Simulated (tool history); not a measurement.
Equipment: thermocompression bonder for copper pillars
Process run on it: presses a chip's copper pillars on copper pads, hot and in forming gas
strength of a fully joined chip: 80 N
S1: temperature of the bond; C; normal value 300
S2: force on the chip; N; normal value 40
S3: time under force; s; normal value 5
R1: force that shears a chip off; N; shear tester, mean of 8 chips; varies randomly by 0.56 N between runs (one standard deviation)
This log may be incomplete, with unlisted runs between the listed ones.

run 1 hour=0 | S1=300 S2=40 S3=5 | R1=51.6
run 2 hour=6.1 | S1=316 S2=40 S3=5 | R1=59.8
run 3 hour=12.8 | S1=300 S2=40 S3=5 | R1=52.8
run 4 hour=25.7 | S1=300 S2=40 S3=5 | R1=52.1
run 5 hour=32.1 | S1=300 S2=40 S3=5 | R1=52.8
run 6 hour=40.5 | S1=300 S2=40 S3=5 | R1=52.7
run 7 hour=45.9 | S1=300 S2=40 S3=5 | R1=52.3
run 8 hour=51.9 | S1=300 S2=40 S3=5 | R1=52.5
-- hour=54.4 force cell calibrated
run 9 hour=64.8 | S1=300 S2=40 S3=5 | R1=52.3
run 10 hour=77.8 | S1=297 S2=40 S3=3 | R1=43.2
run 11 hour=87.1 | S1=295 S2=40 S3=7 | R1=53.2
run 12 hour=96.7 | S1=276 S2=55 S3=5 | R1=48.8
-- hour=102 force cell calibrated, once more
run 13 hour=104 | S1=276 S2=55 S3=5 | R1=50.2
run 14 hour=113.8 | S1=275 S2=40 S3=11 | R1=51.3

Here are 3 independent what-if runs from the current tool condition. What would each one return?
run A hour=122.9 | S1=275 S2=40 S3=11 | R1=?
run B hour=122.9 | S1=303 S2=40 S3=5 | R1=?
run C hour=122.9 | S1=274 S2=27 S3=11 | R1=?

run=A R1=52.3
run=B R1=53
run=C R1=42
With no hidden state in the tool, these same runs would have given:
run=A R1=52.7
run=B R1=53.7
run=C R1=41.9
